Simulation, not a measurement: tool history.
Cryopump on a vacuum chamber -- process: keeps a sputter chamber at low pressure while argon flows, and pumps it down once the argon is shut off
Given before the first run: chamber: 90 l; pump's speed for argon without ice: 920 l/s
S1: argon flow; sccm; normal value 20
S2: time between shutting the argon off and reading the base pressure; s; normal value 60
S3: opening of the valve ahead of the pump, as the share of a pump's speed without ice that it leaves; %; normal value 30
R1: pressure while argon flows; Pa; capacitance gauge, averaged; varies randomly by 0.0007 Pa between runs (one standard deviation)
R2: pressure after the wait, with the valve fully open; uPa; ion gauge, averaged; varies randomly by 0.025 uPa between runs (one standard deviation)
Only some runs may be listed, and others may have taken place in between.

run	day	S1	S2	S3	R1	R2
1	0.000	20	60	30	0.1288	1.83
2	0.375	20	60	30	0.1293	1.92
3	0.846	20	60	30	0.1300	1.93
4	1.342	20	60	30	0.1289	1.95
5	1.929	20	60	30	0.1282	1.95
6	2.329	20	60	30	0.1288	1.88
7	2.812	20	60	30	0.1292	1.93
8	3.308	20	60	30	0.1289	1.96
9	3.996	20	60	43	0.0930	1.89
10	4.729	20	60	43	0.0929	1.95
11	5.246	20	60	30	0.1304	1.90
12	5.933	20	60	23	0.1674	1.91
13	6.250	20	60	23	0.1665	1.97
14	6.992	10	33	28	0.0700	2.45
15	7.608	16	116	19	0.1618	1.63
16	8.271	16	116	19	0.1604	1.71
17	8.821	16	116	19	0.1621	1.66
18	9.296	20	60	24	0.1610	2.03
19	10.025	14	23	24	0.1141	3.08
20	10.692	30	23	50	0.1243	3.04
21	11.075	30	23	50	0.1247	3.04
22	11.562	30	23	50	0.1238	3.10
23	11.971	10	60	57	0.0366	2.14
24	12.717	10	60	57	0.0366	2.10
25	13.238	20	73	33	0.1209	1.92

Forecast each of these 4 alternatives for the next run:
A	13.558	20	147	33	?	?
B	13.558	18	292	60	?	?
C	13.558	20	73	31	?	?
D	13.558	23	26	24	?	?

run	R1	R2
A	0.1211	1.70
B	0.0646	1.55
C	0.1274	2.02
D	0.1879	2.93
Stripped of hidden state, with their random variation kept, the same runs would have yielded:
run	R1	R2
A	0.1115	0.58
B	0.0559	0.44
C	0.1178	0.86
D	0.1769	1.79

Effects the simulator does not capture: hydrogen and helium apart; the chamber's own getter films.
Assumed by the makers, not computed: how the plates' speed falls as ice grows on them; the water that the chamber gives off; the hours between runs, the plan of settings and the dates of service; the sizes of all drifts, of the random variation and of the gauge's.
